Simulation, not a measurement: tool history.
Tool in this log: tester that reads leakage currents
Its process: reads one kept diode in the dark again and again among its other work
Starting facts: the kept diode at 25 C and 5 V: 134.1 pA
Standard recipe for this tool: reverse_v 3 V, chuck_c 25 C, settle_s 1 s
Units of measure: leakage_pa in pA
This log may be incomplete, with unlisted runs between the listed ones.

| run | day | reverse_v | chuck_c | settle_s | leakage_pa |
|---|---|---|---|---|---|
| 1 | 0 | 3 | 25 | 1 | 120.87 |
| 2 | 0.892 | 3 | 27 | 1 | 142.44 |
| 3 | 2.404 | 3 | 25 | 1 | 120.78 |
| 4 | 3.7 | 3 | 27 | 1 | 142.36 |
| 5 | 4.958 | 3 | 32 | 1 | 213.28 |
| 6 | 5.762 | 3 | 32 | 1 | 213.36 |
| 7 | 7.246 | 3 | 32 | 1.67 | 213.26 |
| 8 | 8.025 | 3 | 32 | 1.67 | 212.43 |
| 9 | 9.321 | 3 | 32 | 1.67 | 212.05 |
| 10 | 10.788 | 3 | 32 | 1.67 | 212.49 |
| 11 | 12.104 | 3 | 32 | 1 | 211.42 |
| 12 | 12.954 | 3 | 32 | 1 | 212.22 |
| 13 | 13.942 | 3 | 32 | 6.52 | 210.73 |
| 14 | 14.967 | 3 | 32 | 6.52 | 212.47 |
| 15 | 15.704 | 3 | 32 | 6.52 | 210.6 |
| 16 | 17.071 | 3 | 32 | 6.52 | 210.45 |
| 17 | 17.908 | 3 | 25 | 1 | 118.87 |
| 18 | 18.938 | 3 | 25 | 1 | 118.58 |
| 19 | 20.129 | 3 | 25 | 1 | 118.42 |
| 20 | 20.838 | 1.35 | 25 | 1 | 89.59 |
| 21 | 22.296 | 1.04 | 32 | 0.4 | 146.81 |
| 22 | 23.017 | 1.04 | 32 | 0.4 | 147.11 |
| 23 | 23.688 | 3 | 59 | 1 | 1604.4 |
| 24 | 24.617 | 3 | 59 | 1 | 1608.16 |
| 25 | 25.688 | 2.58 | 35 | 1.14 | 251.53 |
| 26 | 26.558 | 2.58 | 35 | 1.14 | 251.84 |
| 27 | 27.292 | 1.47 | 35 | 1 | 208.17 |
| 28 | 28.529 | 1.47 | 35 | 1 | 207.59 |
| 29 | 29.246 | 1.47 | 35 | 1 | 207.06 |
| 30 | 30.292 | 3 | 27 | 0.42 | 139.85 |
| 31 | 31.496 | 3 | 27 | 0.42 | 139.36 |
| 32 | 32.7 | 3 | 27 | 0.42 | 138.67 |
| 33 | 33.712 | 3 | 27 | 0.42 | 138.46 |
| 34 | 34.571 | 3 | 27 | 0.42 | 138.76 |
| 35 | 35.421 | 2.06 | 27 | 1.09 | 120.89 |
| 36 | 36.708 | 3.23 | 23 | 1 | 93.13 |
| 37 | 37.517 | 3 | 22 | 1.17 | 83.59 |
| 38 | 38.325 | 2.55 | 27 | 0.43 | 123.39 |
| 39 | 39.812 | 2.55 | 27 | 0.43 | 123.41 |
| 40 | 41.083 | 2.55 | 27 | 0.43 | 122.66 |

The log once held 1 entry between its listed runs, left out of this copy. Where does each go, and what is different about the tool's unlogged condition between the listed run before it and the listed run after it?
Between runs 35 and 36: probe card cleaned and baked (day 36.05)
  stray current of the dirty probe card, pA a volt: 2.833 -> 0.044; current scale over the true one, %: 0.45 -> 0.46; true chuck temperature over the reading, C: -0.64 -> -0.67
  what was measured, less what the result would be without the hidden state, leakage_pa: -0.15 -> -5.11 pA

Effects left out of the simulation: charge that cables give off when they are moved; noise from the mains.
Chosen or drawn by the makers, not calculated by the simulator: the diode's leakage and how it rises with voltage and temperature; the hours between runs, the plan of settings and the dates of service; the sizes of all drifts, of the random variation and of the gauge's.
